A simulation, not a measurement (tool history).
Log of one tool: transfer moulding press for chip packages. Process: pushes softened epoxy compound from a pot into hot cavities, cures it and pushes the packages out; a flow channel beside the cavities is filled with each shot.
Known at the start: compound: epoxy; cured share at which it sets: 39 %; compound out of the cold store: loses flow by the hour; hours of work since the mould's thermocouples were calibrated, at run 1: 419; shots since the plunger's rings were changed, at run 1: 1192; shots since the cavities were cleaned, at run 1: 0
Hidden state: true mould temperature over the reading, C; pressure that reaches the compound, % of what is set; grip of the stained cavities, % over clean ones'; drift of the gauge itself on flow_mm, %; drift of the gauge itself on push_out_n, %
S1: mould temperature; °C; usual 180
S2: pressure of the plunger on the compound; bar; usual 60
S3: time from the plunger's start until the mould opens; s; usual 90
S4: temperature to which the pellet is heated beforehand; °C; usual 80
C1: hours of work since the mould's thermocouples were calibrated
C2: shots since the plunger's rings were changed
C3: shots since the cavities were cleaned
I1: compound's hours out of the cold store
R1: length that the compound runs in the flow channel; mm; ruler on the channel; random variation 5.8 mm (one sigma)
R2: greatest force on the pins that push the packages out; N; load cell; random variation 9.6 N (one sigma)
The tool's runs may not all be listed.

run	day	S1	S2	S3	S4	C1	C2	C3	I1	R1	R2
1	0	180	60	90	80	419	1192	0	25.9	638	438
2	0.5	180	60	90	80	427	1343	151	35.5	620	489
3	1.142	180	60	90	80	438	1536	344	20.9	649	573
4	2.146	180	52.4	90	80	455	1840	648	36.1	583	607
5	2.667	180	52.4	90	80	463	1997	805	10	611	641
# day 3.621: cavities cleaned with cleaning compound and waxed
6	3.621	180	52.4	90	80	478	2267	0	32.7	574	422
7	4.321	180	52.4	90	80	490	2477	210	46.7	547	507
8	5.333	180	52.4	90	80	507	2783	516	14.6	602	621
9	6.262	180	52.4	90	80	522	3064	797	45.2	550	611
# day 7.258: cavities cleaned with cleaning compound and waxed
10	7.392	181	60	90	80	540	3385	40	36.2	591	428
11	8.267	180	60	90	74	555	3649	304	9.1	653	586
12	9.158	180	60	90	80	570	3919	574	9.8	642	610
13	9.817	180	60	90	80	581	4117	772	44.4	589	583
# day 10.462: plunger's sealing rings changed
14	10.792	180	60	90	80	595	100	1036	20.9	656	613
# day 11.025: cavities cleaned with cleaning compound and waxed
15	11.721	186	60	90	73	610	361	210	46.1	589	447
16	12.492	174	55.7	116	73	623	593	442	29.3	647	540
17	13.267	180	63.7	123	83	635	827	676	33.1	650	475
# day 13.429: mould's thermocouples calibrated
18	14.1	172	55.7	74	89	11	1053	902	40	627	1356
# day 14.812: cavities cleaned with cleaning compound and waxed
19	15.158	175	60	90	75	28	1354	104	31.2	647	610
20	15.921	180	70.3	90	79	41	1585	335	41.9	664	521
21	16.646	180	70.3	90	79	53	1803	553	46.1	648	570
# day 17.7: mould's thermocouples calibrated, once more
22	17.762	180	70.3	90	79	1	2115	865	12	721	660
# day 18.583: cavities cleaned with cleaning compound and waxed
23	18.983	182	60	90	70	20	2465	120	20.3	628	473
24	19.688	182	60	90	70	32	2678	333	24.8	637	557
25	20.2	180	60	91	86	41	2832	487	36.3	610	582
26	21.004	180	60	91	86	54	3075	730	43.3	584	599
27	21.717	186	60	90	75	66	3290	945	33.4	595	523
# day 22.233: cavities cleaned with cleaning compound and waxed
28	22.804	186	70.3	90	75	83	3599	172	41.3	631	417

Forecast each of these 4 alternatives for the next run:
A	23.788	180	54.5	120	84	100	3897	470	16.6	?	?
B	23.788	174	60	90	80	100	3897	470	17.8	?	?
C	23.788	186	58.1	79	75	100	3897	470	20.1	?	?
D	23.788	180	60	90	75	100	3897	470	15.4	?	?

run	R1	R2
A	597	461
B	643	939
C	606	571
D	633	632
Without the tool's hidden state the same runs would have given:
run	R1	R2
A	639	338
B	688	693
C	648	418
D	677	463
